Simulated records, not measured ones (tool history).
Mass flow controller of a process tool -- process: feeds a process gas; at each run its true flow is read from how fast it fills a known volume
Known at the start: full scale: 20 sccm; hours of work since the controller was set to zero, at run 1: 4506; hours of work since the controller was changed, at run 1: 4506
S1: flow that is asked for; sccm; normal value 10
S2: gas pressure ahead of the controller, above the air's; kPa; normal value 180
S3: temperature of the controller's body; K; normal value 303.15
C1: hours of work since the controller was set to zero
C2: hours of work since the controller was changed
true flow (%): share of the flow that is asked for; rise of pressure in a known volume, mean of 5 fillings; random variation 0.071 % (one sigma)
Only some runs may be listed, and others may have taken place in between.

run 1 hour=0.0 | S1=10 S2=180 S3=303.15 | C1=4506 C2=4506 | true_flow_(%)=99.07
run 2 hour=319.9 | S1=10 S2=180 S3=306.15 | C1=4658 C2=4658 | true_flow_(%)=99.38
run 3 hour=531.5 | S1=10 S2=180 S3=306.15 | C1=4759 C2=4759 | true_flow_(%)=99.23
run 4 hour=690.4 | S1=10 S2=180 S3=303.15 | C1=4835 C2=4835 | true_flow_(%)=99.06
run 5 hour=1047.9 | S1=10 S2=194 S3=303.15 | C1=5006 C2=5006 | true_flow_(%)=99.06
-- hour=1244.8 controller exchanged for a calibrated one
run 6 hour=1380.6 | S1=10 S2=194 S3=303.15 | C1=65 C2=65 | true_flow_(%)=100.35
run 7 hour=1634.0 | S1=10 S2=194 S3=303.15 | C1=186 C2=186 | true_flow_(%)=100.28
-- hour=1662.1 controller's zero set anew
run 8 hour=1792.8 | S1=10 S2=194 S3=303.15 | C1=62 C2=261 | true_flow_(%)=100.43
run 9 hour=2129.2 | S1=10 S2=194 S3=303.15 | C1=223 C2=422 | true_flow_(%)=100.30
run 10 hour=2320.1 | S1=10 S2=194 S3=303.15 | C1=314 C2=513 | true_flow_(%)=100.31
run 11 hour=2474.9 | S1=10 S2=194 S3=303.15 | C1=388 C2=587 | true_flow_(%)=100.17
run 12 hour=2750.1 | S1=5 S2=180 S3=294.15 | C1=519 C2=718 | true_flow_(%)=99.34
-- hour=3014.4 controller's zero set anew, once more
run 13 hour=3055.5 | S1=6 S2=180 S3=310.15 | C1=20 C2=864 | true_flow_(%)=100.34
run 14 hour=3210.8 | S1=15 S2=243 S3=294.15 | C1=94 C2=938 | true_flow_(%)=99.33
run 15 hour=3472.4 | S1=10 S2=154 S3=301.15 | C1=219 C2=1063 | true_flow_(%)=99.42
run 16 hour=3776.4 | S1=10 S2=279 S3=312.15 | C1=364 C2=1208 | true_flow_(%)=101.35
run 17 hour=4049.0 | S1=6 S2=145 S3=303.15 | C1=494 C2=1338 | true_flow_(%)=99.55
run 18 hour=4287.2 | S1=6 S2=145 S3=303.15 | C1=607 C2=1452 | true_flow_(%)=99.54
run 19 hour=4439.7 | S1=9 S2=158 S3=296.15 | C1=680 C2=1524 | true_flow_(%)=98.72
run 20 hour=4661.1 | S1=9 S2=158 S3=293.15 | C1=786 C2=1630 | true_flow_(%)=98.43

Below are 5 alternative next runs, each starting from the tool's condition after run 20. Predict each:
run A hour=4846.8 | S1=3 S2=158 S3=293.15 | C1=875 C2=1719 | true_flow_(%)=?
run B hour=4846.8 | S1=10 S2=180 S3=304.15 | C1=875 C2=1719 | true_flow_(%)=?
run C hour=4846.8 | S1=17 S2=231 S3=300.15 | C1=875 C2=1719 | true_flow_(%)=?
run D hour=4846.8 | S1=10 S2=152 S3=305.15 | C1=875 C2=1719 | true_flow_(%)=?
run E hour=4846.8 | S1=19 S2=158 S3=293.15 | C1=875 C2=1719 | true_flow_(%)=?

run=A true_flow_(%)=99.13
run=B true_flow_(%)=99.70
run=C true_flow_(%)=99.68
run=D true_flow_(%)=99.65
run=E true_flow_(%)=98.42
Without the tool's hidden state the same runs would have given:
run=A true_flow_(%)=98.75
run=B true_flow_(%)=100.17
run=C true_flow_(%)=100.30
run=D true_flow_(%)=100.12
run=E true_flow_(%)=99.06
